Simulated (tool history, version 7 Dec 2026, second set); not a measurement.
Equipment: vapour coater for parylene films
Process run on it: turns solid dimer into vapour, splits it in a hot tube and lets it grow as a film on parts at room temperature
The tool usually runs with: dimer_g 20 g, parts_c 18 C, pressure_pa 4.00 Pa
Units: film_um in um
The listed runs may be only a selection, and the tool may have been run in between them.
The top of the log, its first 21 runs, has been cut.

| run | day | dimer_g | parts_c | pressure_pa | hours of work since the trap's valve was overhauled | hours of work since the table's thermometer was calibrated | film_um |
|---|---|---|---|---|---|---|---|
| 22 | 15.579 | 20 | 17 | 4.54 | 124 | 1194 | 5.23 |
| 23 | 16.408 | 20 | 17 | 4.54 | 142 | 1212 | 5.26 |
| 24 | 16.896 | 20 | 17 | 4.54 | 152 | 1222 | 5.26 |
| 25 | 17.879 | 31 | 21 | 2.83 | 173 | 1243 | 7.97 |
|  | 18.304 | table's thermometer calibrated |
| 26 | 18.700 | 15 | 11 | 4.71 | 190 | 9 | 4.44 |
| 27 | 19.712 | 20 | 10 | 4.52 | 212 | 30 | 6.04 |
| 28 | 20.512 | 12 | 15 | 3.81 | 229 | 47 | 3.33 |
| 29 | 21.121 | 20 | 11 | 8.79 | 242 | 60 | 5.37 |
| 30 | 22.096 | 30 | 18 | 2.29 | 263 | 81 | 8.43 |
| 31 | 22.692 | 30 | 18 | 2.29 | 275 | 94 | 8.49 |
| 32 | 23.329 | 10 | 18 | 10.29 | 289 | 108 | 2.25 |
| 33 | 24.167 | 20 | 18 | 3.34 | 307 | 125 | 5.29 |
| 34 | 24.800 | 9 | 18 | 3.34 | 320 | 139 | 2.36 |
| 35 | 25.696 | 17 | 10 | 2.22 | 340 | 158 | 5.68 |
| 36 | 26.242 | 17 | 10 | 2.22 | 351 | 170 | 5.67 |
| 37 | 27.162 | 17 | 10 | 2.22 | 371 | 190 | 5.63 |
| 38 | 28.146 | 20 | 19 | 2.33 | 392 | 211 | 5.46 |
| 39 | 28.821 | 20 | 19 | 2.33 | 407 | 225 | 5.37 |
| 40 | 29.738 | 8 | 18 | 9.58 | 426 | 245 | 1.78 |

5 ways to go on from here, each from the tool as it stands after run 40. What would each give?
| A | 30.396 | 20 | 27 | 4.00 | 440 | 259 | ? |
| B | 30.396 | 30 | 19 | 9.58 | 440 | 259 | ? |
| C | 30.396 | 35 | 18 | 9.58 | 440 | 259 | ? |
| D | 30.396 | 20 | 23 | 4.00 | 440 | 259 | ? |
| E | 30.396 | 20 | 18 | 2.18 | 440 | 259 | ? |

| run | film_um |
|---|---|
| A | 4.17 |
| B | 6.51 |
| C | 7.75 |
| D | 4.59 |
| E | 5.56 |
With no hidden state in the tool, these same runs would have given:
| run | film_um |
|---|---|
| A | 4.37 |
| B | 6.82 |
| C | 8.12 |
| D | 4.80 |
| E | 5.82 |

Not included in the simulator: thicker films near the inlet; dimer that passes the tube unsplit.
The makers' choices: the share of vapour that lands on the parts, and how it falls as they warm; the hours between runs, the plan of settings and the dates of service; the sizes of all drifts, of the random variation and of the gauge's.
